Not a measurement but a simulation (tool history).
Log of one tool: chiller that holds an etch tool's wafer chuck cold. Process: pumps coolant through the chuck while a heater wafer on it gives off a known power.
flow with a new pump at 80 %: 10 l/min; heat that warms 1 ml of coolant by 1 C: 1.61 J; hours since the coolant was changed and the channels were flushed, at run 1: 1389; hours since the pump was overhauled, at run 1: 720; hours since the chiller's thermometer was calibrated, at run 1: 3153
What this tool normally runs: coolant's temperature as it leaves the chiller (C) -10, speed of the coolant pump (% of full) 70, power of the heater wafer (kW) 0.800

| run | hour | coolant's temperature as it leaves the chiller (C) | speed of the coolant pump (% of full) | power of the heater wafer (kW) | hours since the coolant was changed and the channels were flushed | hours since the pump was overhauled | hours since the chiller's thermometer was calibrated | chuck's temperature once it has settled (C) | how much warmer the coolant comes back (C) |
|---|---|---|---|---|---|---|---|---|---|
| 1 | 0.0 | -10 | 70 | 0.800 | 1389 | 720 | 3153 | 1.8 | 3.41 |
| 2 | 31.7 | -10 | 70 | 0.909 | 1421 | 751 | 3185 | 3.4 | 3.93 |
| 3 | 67.8 | -10 | 70 | 0.909 | 1457 | 788 | 3221 | 3.5 | 3.88 |
| 4 | 107.2 | -10 | 70 | 0.800 | 1496 | 827 | 3260 | 1.6 | 3.39 |
| 5 | 148.7 | -10 | 81 | 0.800 | 1538 | 868 | 3302 | 0.7 | 2.94 |
| 6 | 190.7 | -10 | 70 | 0.498 | 1580 | 910 | 3344 | -2.5 | 2.13 |
| 7 | 217.3 | -10 | 70 | 0.800 | 1606 | 937 | 3370 | 1.9 | 3.48 |
| 8 | 250.9 | -10 | 70 | 0.800 | 1640 | 971 | 3404 | 2.1 | 3.40 |
| 9 | 288.2 | -10 | 70 | 0.800 | 1677 | 1008 | 3441 | 1.9 | 3.40 |
| 10 | 328.3 | -10 | 70 | 0.800 | 1717 | 1048 | 3481 | 2.0 | 3.43 |
| 11 | 356.1 | -10 | 70 | 0.471 | 1745 | 1076 | 3509 | -2.9 | 2.04 |
| 12 | 383.4 | -10 | 70 | 0.800 | 1772 | 1103 | 3537 | 1.9 | 3.42 |
| 13 | 411.7 | -10 | 70 | 0.800 | 1801 | 1131 | 3565 | 1.8 | 3.41 |
| 14 | 441.7 | -10 | 70 | 0.800 | 1831 | 1161 | 3595 | 2.0 | 3.47 |
|  | 448.7 | coolant pump overhauled |
| 15 | 490.7 | -10 | 70 | 0.800 | 1875 | 42 | 3639 | 2.1 | 3.48 |
| 16 | 515.5 | -10 | 70 | 0.800 | 1899 | 67 | 3664 | 2.2 | 3.51 |
| 17 | 547.5 | -10 | 70 | 0.800 | 1931 | 99 | 3696 | 2.2 | 3.47 |
| 18 | 568.9 | -10 | 93 | 0.712 | 1953 | 120 | 3717 | -0.9 | 2.39 |
| 19 | 612.2 | -10 | 81 | 0.439 | 1996 | 163 | 3760 | -3.8 | 1.67 |
| 20 | 656.4 | -9 | 78 | 0.573 | 2040 | 208 | 3805 | -0.9 | 2.25 |
|  | 705.4 | coolant pump overhauled, once more |
| 21 | 706.3 | -10 | 70 | 0.941 | 2085 | 1 | 3850 | 3.9 | 3.99 |
| 22 | 739.0 | -10 | 70 | 0.941 | 2118 | 34 | 3882 | 4.1 | 3.99 |
| 23 | 770.5 | -5 | 70 | 0.459 | 2149 | 65 | 3914 | 1.9 | 1.94 |
| 24 | 815.2 | -5 | 91 | 0.459 | 2194 | 110 | 3958 | 0.9 | 1.47 |
| 25 | 855.7 | -5 | 60 | 0.459 | 2235 | 150 | 3999 | 2.6 | 2.26 |
| 26 | 897.9 | -5 | 60 | 0.459 | 2277 | 192 | 4041 | 2.7 | 2.25 |
| 27 | 923.8 | -4 | 60 | 0.702 | 2303 | 218 | 4067 | 7.7 | 3.51 |
| 28 | 964.3 | -4 | 60 | 0.702 | 2343 | 259 | 4107 | 7.7 | 3.49 |
| 29 | 984.6 | -4 | 60 | 0.702 | 2364 | 279 | 4128 | 7.9 | 3.51 |

Consider 3 possible next runs. They are alternatives, not a sequence: every one starts from the tool as it was left by run 29. What does each give?
| A | 1009.7 | -6 | 88 | 0.489 | 2389 | 304 | 4153 | ? | ? |
| B | 1009.7 | -4 | 60 | 0.614 | 2389 | 304 | 4153 | ? | ? |
| C | 1009.7 | -6 | 62 | 0.702 | 2389 | 304 | 4153 | ? | ? |

| run | chuck's temperature once it has settled (C) | how much warmer the coolant comes back (C) |
|---|---|---|
| A | 0.5 | 1.65 |
| B | 6.2 | 3.03 |
| C | 5.5 | 3.34 |
Without the tool's hidden state the same runs would have given:
| run | chuck's temperature once it has settled (C) | how much warmer the coolant comes back (C) |
|---|---|---|
| A | -0.2 | 1.64 |
| B | 5.3 | 3.00 |
| C | 4.5 | 3.31 |
